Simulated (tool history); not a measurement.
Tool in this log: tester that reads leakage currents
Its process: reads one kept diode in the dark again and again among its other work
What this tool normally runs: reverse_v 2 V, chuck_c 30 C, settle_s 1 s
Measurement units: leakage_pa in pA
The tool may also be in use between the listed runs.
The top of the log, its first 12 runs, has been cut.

{"run": 13, "day": 74.904, "reverse_v": 2, "chuck_c": 30, "settle_s": 1, "leakage_pa": 169.28}
{"run": 14, "day": 80.346, "reverse_v": 2, "chuck_c": 30, "settle_s": 1, "leakage_pa": 166.65}
{"day": 81.183, "done": "probe card cleaned and baked"}
{"run": 15, "day": 84.175, "reverse_v": 2, "chuck_c": 32, "settle_s": 1, "leakage_pa": 192.49}
{"run": 16, "day": 91.271, "reverse_v": 2, "chuck_c": 32, "settle_s": 1, "leakage_pa": 190.09}
{"day": 94.288, "done": "chuck's temperature calibrated"}
{"day": 97.238, "done": "tester calibrated"}
{"run": 17, "day": 97.692, "reverse_v": 2, "chuck_c": 32, "settle_s": 1, "leakage_pa": 222.27}
{"run": 18, "day": 103.192, "reverse_v": 2, "chuck_c": 32, "settle_s": 1, "leakage_pa": 220.85}
{"run": 19, "day": 109.379, "reverse_v": 1.79, "chuck_c": 29, "settle_s": 5.56, "leakage_pa": 163.7}
{"run": 20, "day": 114.696, "reverse_v": 1.79, "chuck_c": 31, "settle_s": 6.9, "leakage_pa": 190.58}
{"run": 21, "day": 121.121, "reverse_v": 2, "chuck_c": 35, "settle_s": 1, "leakage_pa": 270.7}
{"run": 22, "day": 126.442, "reverse_v": 15.82, "chuck_c": 24, "settle_s": 1, "leakage_pa": 224.6}
{"run": 23, "day": 132.208, "reverse_v": 2, "chuck_c": 36, "settle_s": 7.98, "leakage_pa": 288.95}
{"run": 24, "day": 137.117, "reverse_v": 2, "chuck_c": 36, "settle_s": 7.98, "leakage_pa": 284.81}
{"run": 25, "day": 144.746, "reverse_v": 3.55, "chuck_c": 33, "settle_s": 0.38, "leakage_pa": 270.18}
{"run": 26, "day": 149.354, "reverse_v": 3.55, "chuck_c": 33, "settle_s": 0.38, "leakage_pa": 266.53}
{"run": 27, "day": 157.575, "reverse_v": 1.05, "chuck_c": 45, "settle_s": 0.53, "leakage_pa": 447.01}
{"day": 162.688, "done": "probe card cleaned and baked"}
{"run": 28, "day": 164.567, "reverse_v": 4.12, "chuck_c": 20, "settle_s": 1, "leakage_pa": 87.4}
{"day": 165.808, "done": "chuck's temperature calibrated"}
{"run": 29, "day": 172.329, "reverse_v": 4.12, "chuck_c": 20, "settle_s": 1, "leakage_pa": 98.81}
{"run": 30, "day": 176.542, "reverse_v": 1.84, "chuck_c": 24, "settle_s": 5.02, "leakage_pa": 106.03}
{"run": 31, "day": 185.475, "reverse_v": 1.84, "chuck_c": 22, "settle_s": 1.06, "leakage_pa": 87.63}
{"run": 32, "day": 189.833, "reverse_v": 1.84, "chuck_c": 22, "settle_s": 1.06, "leakage_pa": 87.25}
{"run": 33, "day": 196.417, "reverse_v": 2.99, "chuck_c": 37, "settle_s": 1.94, "leakage_pa": 351.86}
{"run": 34, "day": 202.779, "reverse_v": 1.16, "chuck_c": 30, "settle_s": 5.29, "leakage_pa": 143.33}
{"run": 35, "day": 206.617, "reverse_v": 1.7, "chuck_c": 24, "settle_s": 6.89, "leakage_pa": 96.94}

Forecast each of these 5 alternatives for the next run:
{"run": "A", "day": 211.588, "reverse_v": 1.7, "chuck_c": 24, "settle_s": 3.78, "leakage_pa": "?"}
{"run": "B", "day": 211.588, "reverse_v": 3.99, "chuck_c": 47, "settle_s": 1.56, "leakage_pa": "?"}
{"run": "C", "day": 211.588, "reverse_v": 2.57, "chuck_c": 57, "settle_s": 6.89, "leakage_pa": "?"}
{"run": "D", "day": 211.588, "reverse_v": 1.36, "chuck_c": 47, "settle_s": 2.33, "leakage_pa": "?"}
{"run": "E", "day": 211.588, "reverse_v": 1.7, "chuck_c": 41, "settle_s": 2.17, "leakage_pa": "?"}

run=A leakage_pa=96.78
run=B leakage_pa=811.2
run=C leakage_pa=1468.98
run=D leakage_pa=575.78
run=E leakage_pa=388.16
Had the tool no hidden state, the same runs would have come out as:
run=A leakage_pa=106.62
run=B leakage_pa=890.34
run=C leakage_pa=1607.97
run=D leakage_pa=633.3
run=E leakage_pa=427.7

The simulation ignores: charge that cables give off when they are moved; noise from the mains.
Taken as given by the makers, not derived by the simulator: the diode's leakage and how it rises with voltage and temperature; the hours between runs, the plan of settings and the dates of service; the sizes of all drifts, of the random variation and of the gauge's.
